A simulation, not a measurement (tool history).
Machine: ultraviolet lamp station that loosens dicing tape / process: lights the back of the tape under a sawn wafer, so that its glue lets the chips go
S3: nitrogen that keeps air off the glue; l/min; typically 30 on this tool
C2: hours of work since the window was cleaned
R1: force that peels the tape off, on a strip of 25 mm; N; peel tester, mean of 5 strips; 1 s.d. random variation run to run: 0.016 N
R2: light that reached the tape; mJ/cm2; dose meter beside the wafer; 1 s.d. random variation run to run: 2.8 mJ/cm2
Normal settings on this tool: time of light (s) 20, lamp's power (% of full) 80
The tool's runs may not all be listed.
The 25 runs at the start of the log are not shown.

run 26 day=21.483 | time_of_light_(s)=20 lamp's_power_(%_of_full)=93 S3=15 | hours_of_work_of_the_lamp=763 C2=32 | R1=1.161 R2=361
run 27 day=22.512 | time_of_light_(s)=20 lamp's_power_(%_of_full)=93 S3=15 | hours_of_work_of_the_lamp=776 C2=45 | R1=1.22 R2=353
run 28 day=23.25 | time_of_light_(s)=31 lamp's_power_(%_of_full)=80 S3=30 | hours_of_work_of_the_lamp=786 C2=54 | R1=0.441 R2=463
run 29 day=24.308 | time_of_light_(s)=37 lamp's_power_(%_of_full)=80 S3=30 | hours_of_work_of_the_lamp=799 C2=67 | R1=0.288 R2=546
run 30 day=25.038 | time_of_light_(s)=12 lamp's_power_(%_of_full)=80 S3=30 | hours_of_work_of_the_lamp=808 C2=77 | R1=2.86 R2=178
run 31 day=25.892 | time_of_light_(s)=20 lamp's_power_(%_of_full)=66 S3=13 | hours_of_work_of_the_lamp=819 C2=87 | R1=2.348 R2=242
run 32 day=26.558 | time_of_light_(s)=20 lamp's_power_(%_of_full)=66 S3=13 | hours_of_work_of_the_lamp=827 C2=96 | R1=2.423 R2=238
run 33 day=27.329 | time_of_light_(s)=20 lamp's_power_(%_of_full)=66 S3=13 | hours_of_work_of_the_lamp=837 C2=106 | R1=2.574 R2=239
run 34 day=27.85 | time_of_light_(s)=20 lamp's_power_(%_of_full)=66 S3=13 | hours_of_work_of_the_lamp=844 C2=112 | R1=2.509 R2=237
run 35 day=28.867 | time_of_light_(s)=20 lamp's_power_(%_of_full)=66 S3=28 | hours_of_work_of_the_lamp=857 C2=125 | R1=1.96 R2=234
run 36 day=30.088 | time_of_light_(s)=20 lamp's_power_(%_of_full)=66 S3=28 | hours_of_work_of_the_lamp=872 C2=141 | R1=2.065 R2=226
run 37 day=30.712 | time_of_light_(s)=20 lamp's_power_(%_of_full)=66 S3=28 | hours_of_work_of_the_lamp=880 C2=149 | R1=2.111 R2=228
run 38 day=31.775 | time_of_light_(s)=20 lamp's_power_(%_of_full)=98 S3=12 | hours_of_work_of_the_lamp=894 C2=162 | R1=1.533 R2=335
run 39 day=32.7 | time_of_light_(s)=13 lamp's_power_(%_of_full)=100 S3=31 | hours_of_work_of_the_lamp=905 C2=174 | R1=2.142 R2=217
run 40 day=33.512 | time_of_light_(s)=13 lamp's_power_(%_of_full)=100 S3=31 | hours_of_work_of_the_lamp=916 C2=184 | R1=2.094 R2=214
run 41 day=34.004 | time_of_light_(s)=13 lamp's_power_(%_of_full)=100 S3=31 | hours_of_work_of_the_lamp=922 C2=190 | R1=2.152 R2=215
run 42 day=34.846 | time_of_light_(s)=13 lamp's_power_(%_of_full)=100 S3=31 | hours_of_work_of_the_lamp=933 C2=201 | R1=2.243 R2=210
-- day=35.8 window cleaned of glue's vapour
run 43 day=35.996 | time_of_light_(s)=18 lamp's_power_(%_of_full)=91 S3=11 | hours_of_work_of_the_lamp=947 C2=2 | R1=1.792 R2=308

4 options for the next run, each taken on its own from the tool as it stands now. Forecast them:
run A day=36.804 | time_of_light_(s)=24 lamp's_power_(%_of_full)=91 S3=14 | hours_of_work_of_the_lamp=957 C2=13 | R1=? R2=?
run B day=36.804 | time_of_light_(s)=31 lamp's_power_(%_of_full)=79 S3=58 | hours_of_work_of_the_lamp=957 C2=13 | R1=? R2=?
run C day=36.804 | time_of_light_(s)=33 lamp's_power_(%_of_full)=80 S3=10 | hours_of_work_of_the_lamp=957 C2=13 | R1=? R2=?
run D day=36.804 | time_of_light_(s)=18 lamp's_power_(%_of_full)=73 S3=24 | hours_of_work_of_the_lamp=957 C2=13 | R1=? R2=?

run=A R1=0.934 R2=402
run=B R1=0.379 R2=453
run=C R1=0.714 R2=488
run=D R1=1.915 R2=242
With the hidden condition removed and each run's random variation left untouched, the same runs would have given:
run=A R1=0.505 R2=518
run=B R1=0.19 R2=585
run=C R1=0.373 R2=629
run=D R1=1.225 R2=312
